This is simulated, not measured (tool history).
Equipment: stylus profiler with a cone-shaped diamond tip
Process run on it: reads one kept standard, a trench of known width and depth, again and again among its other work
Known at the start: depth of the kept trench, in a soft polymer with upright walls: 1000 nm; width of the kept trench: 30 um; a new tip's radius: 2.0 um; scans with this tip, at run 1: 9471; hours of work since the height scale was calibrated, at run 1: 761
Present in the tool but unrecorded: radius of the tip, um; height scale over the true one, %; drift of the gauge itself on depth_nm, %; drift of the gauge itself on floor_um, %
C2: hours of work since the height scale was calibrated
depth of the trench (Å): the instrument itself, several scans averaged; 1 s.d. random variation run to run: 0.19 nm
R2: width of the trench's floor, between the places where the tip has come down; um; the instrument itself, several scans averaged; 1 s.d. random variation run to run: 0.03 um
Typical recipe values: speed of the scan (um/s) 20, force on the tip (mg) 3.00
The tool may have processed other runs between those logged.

run 1 day=0.000 | speed_of_the_scan_(um/s)=20 force_on_the_tip_(mg)=3.00 | scans_with_this_tip=9471 C2=761 | depth_of_the_trench_(Å)=10110.5 R2=25.83
run 2 day=0.646 | speed_of_the_scan_(um/s)=20 force_on_the_tip_(mg)=3.00 | scans_with_this_tip=9617 C2=773 | depth_of_the_trench_(Å)=10115.2 R2=25.74
run 3 day=1.217 | speed_of_the_scan_(um/s)=31 force_on_the_tip_(mg)=3.00 | scans_with_this_tip=9747 C2=783 | depth_of_the_trench_(Å)=10112.5 R2=25.76
run 4 day=2.088 | speed_of_the_scan_(um/s)=31 force_on_the_tip_(mg)=3.00 | scans_with_this_tip=9944 C2=799 | depth_of_the_trench_(Å)=10113.8 R2=25.70
run 5 day=2.754 | speed_of_the_scan_(um/s)=20 force_on_the_tip_(mg)=3.00 | scans_with_this_tip=10094 C2=811 | depth_of_the_trench_(Å)=10110.5 R2=25.73
run 6 day=3.467 | speed_of_the_scan_(um/s)=20 force_on_the_tip_(mg)=3.92 | scans_with_this_tip=10256 C2=824 | depth_of_the_trench_(Å)=10130.8 R2=25.72
run 7 day=3.979 | speed_of_the_scan_(um/s)=20 force_on_the_tip_(mg)=3.00 | scans_with_this_tip=10372 C2=834 | depth_of_the_trench_(Å)=10112.0 R2=25.73
run 8 day=4.679 | speed_of_the_scan_(um/s)=20 force_on_the_tip_(mg)=3.00 | scans_with_this_tip=10531 C2=846 | depth_of_the_trench_(Å)=10112.7 R2=25.69
run 9 day=5.704 | speed_of_the_scan_(um/s)=20 force_on_the_tip_(mg)=3.00 | scans_with_this_tip=10763 C2=865 | depth_of_the_trench_(Å)=10113.9 R2=25.72
run 10 day=6.312 | speed_of_the_scan_(um/s)=5 force_on_the_tip_(mg)=3.00 | scans_with_this_tip=10901 C2=876 | depth_of_the_trench_(Å)=10115.5 R2=25.76
run 11 day=7.208 | speed_of_the_scan_(um/s)=20 force_on_the_tip_(mg)=5.44 | scans_with_this_tip=11104 C2=893 | depth_of_the_trench_(Å)=10167.3 R2=25.70
run 12 day=7.858 | speed_of_the_scan_(um/s)=20 force_on_the_tip_(mg)=7.44 | scans_with_this_tip=11251 C2=904 | depth_of_the_trench_(Å)=10195.7 R2=25.73
run 13 day=8.417 | speed_of_the_scan_(um/s)=20 force_on_the_tip_(mg)=3.00 | scans_with_this_tip=11378 C2=915 | depth_of_the_trench_(Å)=10114.9 R2=25.69
run 14 day=9.117 | speed_of_the_scan_(um/s)=20 force_on_the_tip_(mg)=3.00 | scans_with_this_tip=11536 C2=927 | depth_of_the_trench_(Å)=10114.4 R2=25.61
run 15 day=10.004 | speed_of_the_scan_(um/s)=15 force_on_the_tip_(mg)=3.00 | scans_with_this_tip=11737 C2=943 | depth_of_the_trench_(Å)=10115.1 R2=25.69
run 16 day=10.696 | speed_of_the_scan_(um/s)=15 force_on_the_tip_(mg)=3.00 | scans_with_this_tip=11894 C2=956 | depth_of_the_trench_(Å)=10113.4 R2=25.61
run 17 day=11.138 | speed_of_the_scan_(um/s)=15 force_on_the_tip_(mg)=3.00 | scans_with_this_tip=11994 C2=964 | depth_of_the_trench_(Å)=10111.7 R2=25.62
run 18 day=11.896 | speed_of_the_scan_(um/s)=15 force_on_the_tip_(mg)=3.00 | scans_with_this_tip=12166 C2=978 | depth_of_the_trench_(Å)=10113.6 R2=25.66
run 19 day=12.621 | speed_of_the_scan_(um/s)=15 force_on_the_tip_(mg)=3.00 | scans_with_this_tip=12330 C2=991 | depth_of_the_trench_(Å)=10114.9 R2=25.58
run 20 day=13.221 | speed_of_the_scan_(um/s)=15 force_on_the_tip_(mg)=3.00 | scans_with_this_tip=12466 C2=1002 | depth_of_the_trench_(Å)=10113.8 R2=25.61
run 21 day=13.696 | speed_of_the_scan_(um/s)=6 force_on_the_tip_(mg)=3.00 | scans_with_this_tip=12574 C2=1011 | depth_of_the_trench_(Å)=10116.5 R2=25.62
run 22 day=14.300 | speed_of_the_scan_(um/s)=6 force_on_the_tip_(mg)=3.00 | scans_with_this_tip=12710 C2=1022 | depth_of_the_trench_(Å)=10117.4 R2=25.53
run 23 day=14.821 | speed_of_the_scan_(um/s)=6 force_on_the_tip_(mg)=3.00 | scans_with_this_tip=12828 C2=1031 | depth_of_the_trench_(Å)=10115.9 R2=25.61
run 24 day=15.621 | speed_of_the_scan_(um/s)=17 force_on_the_tip_(mg)=3.00 | scans_with_this_tip=13010 C2=1046 | depth_of_the_trench_(Å)=10118.6 R2=25.58

Run 25, settings as shown, results not yet in. Your forecast:
run 25 day=16.500 | speed_of_the_scan_(um/s)=17 force_on_the_tip_(mg)=3.00 | scans_with_this_tip=13209 C2=1062 | depth_of_the_trench_(Å)=? R2=?

{"run 25": {"depth of the trench (Å)": 10118.3, "R2": 25.54}}
Were there no unlogged condition in the tool, this run, its random variation unchanged, would have produced depth of the trench (Å) 10103.0, R2 26.48 um.

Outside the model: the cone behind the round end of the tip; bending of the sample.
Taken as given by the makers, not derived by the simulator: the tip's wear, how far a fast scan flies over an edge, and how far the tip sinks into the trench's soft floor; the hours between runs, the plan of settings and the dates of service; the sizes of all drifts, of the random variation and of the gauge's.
